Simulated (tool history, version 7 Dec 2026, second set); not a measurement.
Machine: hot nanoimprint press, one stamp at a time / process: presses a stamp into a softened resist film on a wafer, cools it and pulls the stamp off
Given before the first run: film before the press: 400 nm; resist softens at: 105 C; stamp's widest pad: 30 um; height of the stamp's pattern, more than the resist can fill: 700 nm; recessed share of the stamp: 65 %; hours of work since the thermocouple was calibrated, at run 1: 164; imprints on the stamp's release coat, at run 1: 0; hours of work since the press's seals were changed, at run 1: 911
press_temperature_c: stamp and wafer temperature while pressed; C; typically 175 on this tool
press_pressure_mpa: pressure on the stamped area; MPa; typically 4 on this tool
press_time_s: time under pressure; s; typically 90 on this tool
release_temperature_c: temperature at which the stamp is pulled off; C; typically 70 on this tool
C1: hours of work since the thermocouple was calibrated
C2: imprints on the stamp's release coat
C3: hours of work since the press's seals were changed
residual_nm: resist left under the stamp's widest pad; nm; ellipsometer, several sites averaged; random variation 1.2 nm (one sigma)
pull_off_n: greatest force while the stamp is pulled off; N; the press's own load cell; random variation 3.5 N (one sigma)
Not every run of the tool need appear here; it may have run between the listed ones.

Run 1, hour 0: usual settings; C1 164; C2 0; C3 911. Result: residual_nm 176.9 nm, pull_off_n 169 N.
Run 2, hour 41.4: usual settings; C1 181; C2 130; C3 928. Result: residual_nm 178.2 nm, pull_off_n 170 N.
Run 3, hour 83.5: usual settings; C1 198; C2 262; C3 945. Result: residual_nm 177.9 nm, pull_off_n 170 N.
Run 4, hour 145.5: usual settings; C1 223; C2 457; C3 970. Result: residual_nm 178.8 nm, pull_off_n 165 N.
Run 5, hour 193.4: usual settings; C1 243; C2 607; C3 989. Result: residual_nm 178 nm, pull_off_n 161 N.
Run 6, hour 240.4: usual settings but press_pressure_mpa 5.82 MPa; C1 262; C2 755; C3 1008. Result: residual_nm 151.7 nm, pull_off_n 157 N.
Run 7, hour 271.6: usual settings but press_pressure_mpa 5.82 MPa, press_time_s 92 s; C1 274; C2 853; C3 1021. Result: residual_nm 149.5 nm, pull_off_n 169 N.
At hour 306.1: stamp cleaned and given a new release coat.
Run 8, hour 339.4: usual settings; C1 299; C2 104; C3 1046. Result: residual_nm 178 nm, pull_off_n 166 N.
At hour 382.3: press's hydraulic seals changed and the load cell set to zero.
Run 9, hour 412.8: usual settings; C1 326; C2 310; C3 12. Result: residual_nm 179.1 nm, pull_off_n 164 N.
Run 10, hour 459.3: usual settings but press_pressure_mpa 3.24 MPa; C1 345; C2 456; C3 31. Result: residual_nm 196.2 nm, pull_off_n 168 N.
At hour 491.8: plate thermocouple calibrated.
Run 11, hour 513.8: usual settings but press_pressure_mpa 3.24 MPa; C1 9; C2 618; C3 52. Result: residual_nm 195.2 nm, pull_off_n 175 N.
Run 12, hour 549.8: usual settings but press_pressure_mpa 3.24 MPa; C1 23; C2 731; C3 67. Result: residual_nm 194.3 nm, pull_off_n 165 N.
At hour 620.2: stamp cleaned and given a new release coat.
Run 13, hour 620.2: usual settings but release_temperature_c 76 C; C1 50; C2 0; C3 93. Result: residual_nm 178.6 nm, pull_off_n 150 N.
Run 14, hour 646.7: usual settings; C1 60; C2 83; C3 104. Result: residual_nm 178.6 nm, pull_off_n 164 N.
Run 15, hour 674.7: usual settings but press_temperature_c 181 C; C1 72; C2 171; C3 115. Result: residual_nm 130.5 nm, pull_off_n 166 N.
Run 16, hour 711.2: usual settings but press_temperature_c 181 C; C1 86; C2 286; C3 130. Result: residual_nm 130.4 nm, pull_off_n 169 N.
Run 17, hour 776.2: usual settings but press_pressure_mpa 3.45 MPa, release_temperature_c 75 C; C1 113; C2 490; C3 156. Result: residual_nm 190.6 nm, pull_off_n 160 N.
Run 18, hour 841.9: usual settings but press_pressure_mpa 3.07 MPa, release_temperature_c 61 C; C1 139; C2 697; C3 183. Result: residual_nm 196.5 nm, pull_off_n 183 N.
Run 19, hour 874.3: usual settings but press_temperature_c 171 C, press_pressure_mpa 3.85 MPa, press_time_s 120 s, release_temperature_c 60 C; C1 153; C2 798; C3 196. Result: residual_nm 199.1 nm, pull_off_n 182 N.

Expected results for the next run?
At hour 923.6: stamp cleaned and given a new release coat.
Run 20, hour 943.5: usual settings but press_temperature_c 173 C, press_pressure_mpa 3.85 MPa, press_time_s 63 s, release_temperature_c 60 C; C1 178; C2 62; C3 221. Result: residual_nm ?, pull_off_n ?.

Run 20 yielded residual_nm 226.3 nm, pull_off_n 183 N.
Take away the tool's hidden state, keep the run-to-run variation as it was, and the same run would have given residual_nm 226.1 nm, pull_off_n 183 N.
